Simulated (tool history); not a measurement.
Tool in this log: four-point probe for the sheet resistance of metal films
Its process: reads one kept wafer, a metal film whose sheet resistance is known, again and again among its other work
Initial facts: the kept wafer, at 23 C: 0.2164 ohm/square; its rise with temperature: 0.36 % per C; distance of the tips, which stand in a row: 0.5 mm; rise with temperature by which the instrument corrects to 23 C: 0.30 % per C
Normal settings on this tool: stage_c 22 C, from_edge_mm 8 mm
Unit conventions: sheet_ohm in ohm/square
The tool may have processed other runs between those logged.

{"run": 1, "hour": 0.0, "stage_c": 22, "from_edge_mm": 8, "sheet_ohm": 0.217021}
{"run": 2, "hour": 30.0, "stage_c": 22, "from_edge_mm": 8, "sheet_ohm": 0.216881}
{"run": 3, "hour": 60.3, "stage_c": 22, "from_edge_mm": 8, "sheet_ohm": 0.216888}
{"run": 4, "hour": 87.3, "stage_c": 22, "from_edge_mm": 8, "sheet_ohm": 0.216881}
{"run": 5, "hour": 119.3, "stage_c": 22, "from_edge_mm": 8, "sheet_ohm": 0.216889}
{"run": 6, "hour": 154.8, "stage_c": 22, "from_edge_mm": 8, "sheet_ohm": 0.216829}
{"run": 7, "hour": 193.0, "stage_c": 22, "from_edge_mm": 8, "sheet_ohm": 0.21685}
{"run": 8, "hour": 222.4, "stage_c": 22, "from_edge_mm": 8, "sheet_ohm": 0.216903}
{"run": 9, "hour": 242.9, "stage_c": 21, "from_edge_mm": 8, "sheet_ohm": 0.216703}
{"run": 10, "hour": 279.2, "stage_c": 22, "from_edge_mm": 11, "sheet_ohm": 0.216696}
{"run": 11, "hour": 321.5, "stage_c": 18, "from_edge_mm": 11, "sheet_ohm": 0.216033}
{"run": 12, "hour": 352.4, "stage_c": 18, "from_edge_mm": 11, "sheet_ohm": 0.216034}
{"run": 13, "hour": 393.2, "stage_c": 18, "from_edge_mm": 11, "sheet_ohm": 0.216029}
{"run": 14, "hour": 416.3, "stage_c": 27, "from_edge_mm": 11, "sheet_ohm": 0.217242}
{"run": 15, "hour": 448.1, "stage_c": 22, "from_edge_mm": 8, "sheet_ohm": 0.216746}
{"run": 16, "hour": 484.5, "stage_c": 22, "from_edge_mm": 8, "sheet_ohm": 0.216715}
{"run": 17, "hour": 523.5, "stage_c": 22, "from_edge_mm": 8, "sheet_ohm": 0.21675}
{"run": 18, "hour": 564.6, "stage_c": 33, "from_edge_mm": 8, "sheet_ohm": 0.218019}
{"run": 19, "hour": 591.2, "stage_c": 29, "from_edge_mm": 39, "sheet_ohm": 0.217228}
{"run": 20, "hour": 628.6, "stage_c": 24, "from_edge_mm": 8, "sheet_ohm": 0.216968}
{"run": 21, "hour": 649.8, "stage_c": 24, "from_edge_mm": 17, "sheet_ohm": 0.216607}
{"run": 22, "hour": 671.2, "stage_c": 27, "from_edge_mm": 8, "sheet_ohm": 0.217294}
{"run": 23, "hour": 713.7, "stage_c": 31, "from_edge_mm": 8, "sheet_ohm": 0.217702}
{"run": 24, "hour": 734.7, "stage_c": 19, "from_edge_mm": 4, "sheet_ohm": 0.217634}
{"run": 25, "hour": 765.8, "stage_c": 20, "from_edge_mm": 7, "sheet_ohm": 0.216455}
{"run": 26, "hour": 803.7, "stage_c": 19, "from_edge_mm": 42, "sheet_ohm": 0.215786}
{"run": 27, "hour": 837.1, "stage_c": 27, "from_edge_mm": 8, "sheet_ohm": 0.217161}
{"run": 28, "hour": 860.1, "stage_c": 27, "from_edge_mm": 8, "sheet_ohm": 0.217152}
{"run": 29, "hour": 891.8, "stage_c": 29, "from_edge_mm": 6, "sheet_ohm": 0.217835}
{"run": 30, "hour": 922.6, "stage_c": 29, "from_edge_mm": 8, "sheet_ohm": 0.217419}
{"run": 31, "hour": 964.5, "stage_c": 24, "from_edge_mm": 8, "sheet_ohm": 0.21681}
{"run": 32, "hour": 998.9, "stage_c": 33, "from_edge_mm": 4, "sheet_ohm": 0.219309}
{"run": 33, "hour": 1021.6, "stage_c": 33, "from_edge_mm": 4, "sheet_ohm": 0.219293}
{"run": 34, "hour": 1060.4, "stage_c": 32, "from_edge_mm": 43, "sheet_ohm": 0.21733}
{"run": 35, "hour": 1080.9, "stage_c": 29, "from_edge_mm": 34, "sheet_ohm": 0.216908}

Measured less the same run without the tool's hidden state. The same run-to-run variation is in both; the gauge's scatter may not be:
Hidden state present: inner tips' distance over the nominal, %; tips' flats over new ones', %; wafer's true temperature over the reading, C; drift of the gauge itself on sheet_ohm, %.
run=1 sheet_ohm=+0.000238
run=2 sheet_ohm=+0.000225
run=3 sheet_ohm=+0.000213
run=4 sheet_ohm=+0.000201
run=5 sheet_ohm=+0.000186
run=6 sheet_ohm=+0.000172
run=7 sheet_ohm=+0.000155
run=8 sheet_ohm=+0.000141
run=9 sheet_ohm=+0.000132
run=10 sheet_ohm=+0.000116
run=11 sheet_ohm=+0.000093
run=12 sheet_ohm=+0.00008
run=13 sheet_ohm=+0.000063
run=14 sheet_ohm=+0.00006
run=15 sheet_ohm=+0.000043
run=16 sheet_ohm=+0.000026
run=17 sheet_ohm=+0.000008
run=18 sheet_ohm=-0.000001
run=19 sheet_ohm=-0.000017
run=20 sheet_ohm=-0.000036
run=21 sheet_ohm=-0.000046
run=22 sheet_ohm=-0.000053
run=23 sheet_ohm=-0.000069
run=24 sheet_ohm=-0.000087
run=25 sheet_ohm=-0.0001
run=26 sheet_ohm=-0.000118
run=27 sheet_ohm=-0.000125
run=28 sheet_ohm=-0.000135
run=29 sheet_ohm=-0.000146
run=30 sheet_ohm=-0.000161
run=31 sheet_ohm=-0.000183
run=32 sheet_ohm=-0.000193
run=33 sheet_ohm=-0.000203
run=34 sheet_ohm=-0.000218
run=35 sheet_ohm=-0.000231
